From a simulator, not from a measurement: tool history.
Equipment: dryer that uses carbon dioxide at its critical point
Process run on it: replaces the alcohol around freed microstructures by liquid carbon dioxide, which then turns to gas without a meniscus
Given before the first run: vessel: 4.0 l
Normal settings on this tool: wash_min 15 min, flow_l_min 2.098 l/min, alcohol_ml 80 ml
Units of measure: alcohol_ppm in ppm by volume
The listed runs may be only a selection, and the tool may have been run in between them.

run 1 hour=0.0 | wash_min=15 flow_l_min=2.098 alcohol_ml=80 | alcohol_ppm=54
run 2 hour=30.8 | wash_min=15 flow_l_min=2.098 alcohol_ml=80 | alcohol_ppm=55
run 3 hour=44.7 | wash_min=15 flow_l_min=2.098 alcohol_ml=80 | alcohol_ppm=74
run 4 hour=60.0 | wash_min=15 flow_l_min=2.098 alcohol_ml=80 | alcohol_ppm=56
run 5 hour=92.0 | wash_min=15 flow_l_min=2.098 alcohol_ml=80 | alcohol_ppm=55
run 6 hour=114.8 | wash_min=15 flow_l_min=2.098 alcohol_ml=80 | alcohol_ppm=60
run 7 hour=128.7 | wash_min=15 flow_l_min=2.098 alcohol_ml=80 | alcohol_ppm=65
run 8 hour=153.0 | wash_min=15 flow_l_min=2.098 alcohol_ml=80 | alcohol_ppm=70
run 9 hour=179.8 | wash_min=15 flow_l_min=2.098 alcohol_ml=80 | alcohol_ppm=78
run 10 hour=196.5 | wash_min=15 flow_l_min=2.098 alcohol_ml=80 | alcohol_ppm=68
run 11 hour=217.8 | wash_min=15 flow_l_min=2.098 alcohol_ml=80 | alcohol_ppm=66
run 12 hour=234.4 | wash_min=15 flow_l_min=2.098 alcohol_ml=80 | alcohol_ppm=70
run 13 hour=255.7 | wash_min=15 flow_l_min=2.098 alcohol_ml=80 | alcohol_ppm=74
run 14 hour=283.5 | wash_min=15 flow_l_min=2.098 alcohol_ml=80 | alcohol_ppm=79
run 15 hour=309.7 | wash_min=15 flow_l_min=2.098 alcohol_ml=80 | alcohol_ppm=89
run 16 hour=334.3 | wash_min=15 flow_l_min=2.098 alcohol_ml=80 | alcohol_ppm=88
run 17 hour=354.9 | wash_min=15 flow_l_min=2.098 alcohol_ml=80 | alcohol_ppm=78
run 18 hour=368.5 | wash_min=15 flow_l_min=2.098 alcohol_ml=80 | alcohol_ppm=84
run 19 hour=401.2 | wash_min=15 flow_l_min=2.098 alcohol_ml=80 | alcohol_ppm=81
run 20 hour=421.4 | wash_min=15 flow_l_min=2.098 alcohol_ml=80 | alcohol_ppm=97
run 21 hour=443.9 | wash_min=15 flow_l_min=2.098 alcohol_ml=80 | alcohol_ppm=92
run 22 hour=465.2 | wash_min=9 flow_l_min=1.690 alcohol_ml=52 | alcohol_ppm=638
run 23 hour=479.2 | wash_min=9 flow_l_min=2.098 alcohol_ml=80 | alcohol_ppm=529
run 24 hour=503.5 | wash_min=9 flow_l_min=2.098 alcohol_ml=80 | alcohol_ppm=519
run 25 hour=524.5 | wash_min=9 flow_l_min=2.098 alcohol_ml=80 | alcohol_ppm=515
-- hour=542.7 inlet filter changed
run 26 hour=548.1 | wash_min=15 flow_l_min=2.630 alcohol_ml=37 | alcohol_ppm=80
run 27 hour=573.4 | wash_min=13 flow_l_min=2.760 alcohol_ml=51 | alcohol_ppm=73
run 28 hour=588.9 | wash_min=13 flow_l_min=2.760 alcohol_ml=51 | alcohol_ppm=75
run 29 hour=615.9 | wash_min=13 flow_l_min=2.290 alcohol_ml=51 | alcohol_ppm=90
run 30 hour=643.0 | wash_min=10 flow_l_min=2.098 alcohol_ml=26 | alcohol_ppm=153
run 31 hour=675.3 | wash_min=10 flow_l_min=2.098 alcohol_ml=26 | alcohol_ppm=147
run 32 hour=701.8 | wash_min=10 flow_l_min=2.098 alcohol_ml=26 | alcohol_ppm=167
run 33 hour=723.9 | wash_min=10 flow_l_min=2.098 alcohol_ml=26 | alcohol_ppm=156
run 34 hour=741.0 | wash_min=11 flow_l_min=2.098 alcohol_ml=28 | alcohol_ppm=141
run 35 hour=762.5 | wash_min=11 flow_l_min=2.098 alcohol_ml=28 | alcohol_ppm=147
run 36 hour=790.2 | wash_min=15 flow_l_min=2.930 alcohol_ml=80 | alcohol_ppm=82
-- hour=804.5 purifier's bed changed
run 37 hour=809.1 | wash_min=13 flow_l_min=2.990 alcohol_ml=46 | alcohol_ppm=10

Run 38, settings as shown, results not yet in. Your forecast:
run 38 hour=836.3 | wash_min=13 flow_l_min=2.098 alcohol_ml=30 | alcohol_ppm=?

{"run 38": {"alcohol_ppm": 33}}
The same run, on a tool lacking any hidden state, would have yielded alcohol_ppm 24 ppm by volume.
